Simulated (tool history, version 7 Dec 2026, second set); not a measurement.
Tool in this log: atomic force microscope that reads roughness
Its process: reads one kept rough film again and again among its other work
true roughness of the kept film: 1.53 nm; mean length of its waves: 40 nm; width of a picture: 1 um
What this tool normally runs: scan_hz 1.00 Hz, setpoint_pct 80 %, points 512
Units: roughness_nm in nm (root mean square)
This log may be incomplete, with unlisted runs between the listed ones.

| run | hour | scan_hz | setpoint_pct | points | roughness_nm |
|---|---|---|---|---|---|
| 1 | 0.0 | 1.00 | 80 | 512 | 1.313 |
| 2 | 38.0 | 1.00 | 80 | 512 | 1.307 |
| 3 | 62.7 | 1.00 | 80 | 512 | 1.309 |
| 4 | 99.7 | 1.00 | 80 | 769 | 1.286 |
| 5 | 127.5 | 1.00 | 80 | 769 | 1.290 |
| 6 | 170.3 | 1.00 | 80 | 769 | 1.280 |
| 7 | 200.0 | 1.00 | 80 | 769 | 1.276 |
| 8 | 243.7 | 1.27 | 80 | 512 | 1.242 |
| 9 | 271.8 | 1.27 | 80 | 512 | 1.231 |
| 10 | 295.5 | 1.27 | 80 | 512 | 1.231 |
| 11 | 333.6 | 1.27 | 80 | 512 | 1.335 |
| 12 | 375.2 | 1.19 | 80 | 512 | 1.333 |
| 13 | 411.5 | 1.19 | 80 | 512 | 1.318 |
| 14 | 450.0 | 0.99 | 67 | 512 | 1.398 |
| 15 | 483.4 | 0.99 | 65 | 260 | 1.388 |
| 16 | 508.6 | 1.00 | 80 | 268 | 1.312 |
| 17 | 540.1 | 3.58 | 62 | 396 | 1.290 |
| 18 | 585.3 | 3.58 | 62 | 396 | 1.284 |
| 19 | 615.2 | 0.62 | 80 | 443 | 1.348 |

The log once held 2 entries between its listed runs, left out of this copy. Where does each go, and what is different about the tool's unlogged condition between the listed run before it and the listed run after it?
Logged between run 10 and run 11: new tip fitted (hour 310.6)
  radius of the tip, nm: 29.6 -> 8.5; height scale over the true one, %: -0.25 -> -0.26
  measured value less the no-hidden-state value, roughness_nm: -0.106 -> -0.011 nm (root mean square)
Logged between run 13 and run 14: height scale calibrated on a step standard (hour 416.4)
  radius of the tip, nm: 11.2 -> 12.6; height scale over the true one, %: -0.29 -> -0.4
  measured value less the no-hidden-state value, roughness_nm: -0.024 -> -0.034 nm (root mean square)
